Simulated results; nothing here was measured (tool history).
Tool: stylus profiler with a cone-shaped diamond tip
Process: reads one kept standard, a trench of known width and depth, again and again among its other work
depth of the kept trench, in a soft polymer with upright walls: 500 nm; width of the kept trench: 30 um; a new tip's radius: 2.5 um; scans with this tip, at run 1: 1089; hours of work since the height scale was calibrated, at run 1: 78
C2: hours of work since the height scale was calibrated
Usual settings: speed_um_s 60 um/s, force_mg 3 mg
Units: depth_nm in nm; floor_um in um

Run 1, hour 0: usual settings; scans with this tip 1089; C2 78. Result: depth_nm 507.53 nm, floor_um 26.73 um.
Run 2, hour 43.5: usual settings but force_mg 2.37 mg; scans with this tip 1431; C2 102. Result: depth_nm 506.47 nm, floor_um 26.65 um.
Run 3, hour 79.2: usual settings but speed_um_s 30 um/s; scans with this tip 1712; C2 122. Result: depth_nm 507.58 nm, floor_um 26.7 um.
Run 4, hour 108.2: usual settings but speed_um_s 30 um/s; scans with this tip 1940; C2 139. Result: depth_nm 507.64 nm, floor_um 26.65 um.
Run 5, hour 154.8: usual settings but speed_um_s 30 um/s; scans with this tip 2307; C2 165. Result: depth_nm 507.68 nm, floor_um 26.61 um.
Run 6, hour 195.8: usual settings but speed_um_s 30 um/s; scans with this tip 2630; C2 188. Result: depth_nm 507.64 nm, floor_um 26.61 um.
Run 7, hour 229.1: usual settings but speed_um_s 98 um/s; scans with this tip 2892; C2 207. Result: depth_nm 507.67 nm, floor_um 26.43 um.
Run 8, hour 266.1: usual settings but speed_um_s 98 um/s, force_mg 2.6 mg; scans with this tip 3183; C2 227. Result: depth_nm 507.05 nm, floor_um 26.41 um.
Run 9, hour 311.2: usual settings but speed_um_s 98 um/s, force_mg 2.6 mg; scans with this tip 3538; C2 253. Result: depth_nm 507.04 nm, floor_um 26.4 um.
Run 10, hour 345.4: usual settings; scans with this tip 3807; C2 272. Result: depth_nm 507.74 nm, floor_um 26.45 um.
Run 11, hour 368.9: usual settings but speed_um_s 111 um/s; scans with this tip 3992; C2 285. Result: depth_nm 507.85 nm, floor_um 26.32 um.
Run 12, hour 404.9: usual settings but speed_um_s 73 um/s, force_mg 4.72 mg; scans with this tip 4275; C2 306. Result: depth_nm 510.33 nm, floor_um 26.41 um.
Run 13, hour 433.3: usual settings but speed_um_s 73 um/s, force_mg 1.64 mg; scans with this tip 4499; C2 322. Result: depth_nm 505.1 nm, floor_um 26.28 um.
Run 14, hour 456.1: usual settings but speed_um_s 28 um/s, force_mg 7.4 mg; scans with this tip 4678; C2 334. Result: depth_nm 513.93 nm, floor_um 26.42 um.
Run 15, hour 489.9: usual settings but speed_um_s 179 um/s, force_mg 1.1 mg; scans with this tip 4944; C2 353. Result: depth_nm 504.05 nm, floor_um 25.79 um.
Run 16, hour 520.8: usual settings but speed_um_s 82 um/s, force_mg 2.7 mg; scans with this tip 5187; C2 371. Result: depth_nm 507.32 nm, floor_um 26.23 um.
Run 17, hour 560.7: usual settings but speed_um_s 82 um/s, force_mg 2.7 mg; scans with this tip 5501; C2 393. Result: depth_nm 507.26 nm, floor_um 26.19 um.
Run 18, hour 584.2: usual settings but speed_um_s 82 um/s, force_mg 2.7 mg; scans with this tip 5686; C2 406. Result: depth_nm 507.32 nm, floor_um 26.22 um.
Run 19, hour 603.9: usual settings but speed_um_s 92 um/s, force_mg 4.66 mg; scans with this tip 5841; C2 417. Result: depth_nm 510.41 nm, floor_um 26.18 um.
Run 20, hour 632.6: usual settings but speed_um_s 22 um/s, force_mg 1.81 mg; scans with this tip 6067; C2 434. Result: depth_nm 505.73 nm, floor_um 26.21 um.
Run 21, hour 667.2: usual settings but speed_um_s 22 um/s, force_mg 1.81 mg; scans with this tip 6339; C2 453. Result: depth_nm 505.74 nm, floor_um 26.2 um.

The next listed run, before its measurement:
Run 22, hour 705.1: usual settings but speed_um_s 127 um/s; scans with this tip 6637; C2 474. Result: depth_nm ?, floor_um ?.

{"run 22": {"depth_nm": 507.81, "floor_um": 26.03}}
Without the tool's hidden state the same run would have given depth_nm 507.47 nm, floor_um 26.8 um.
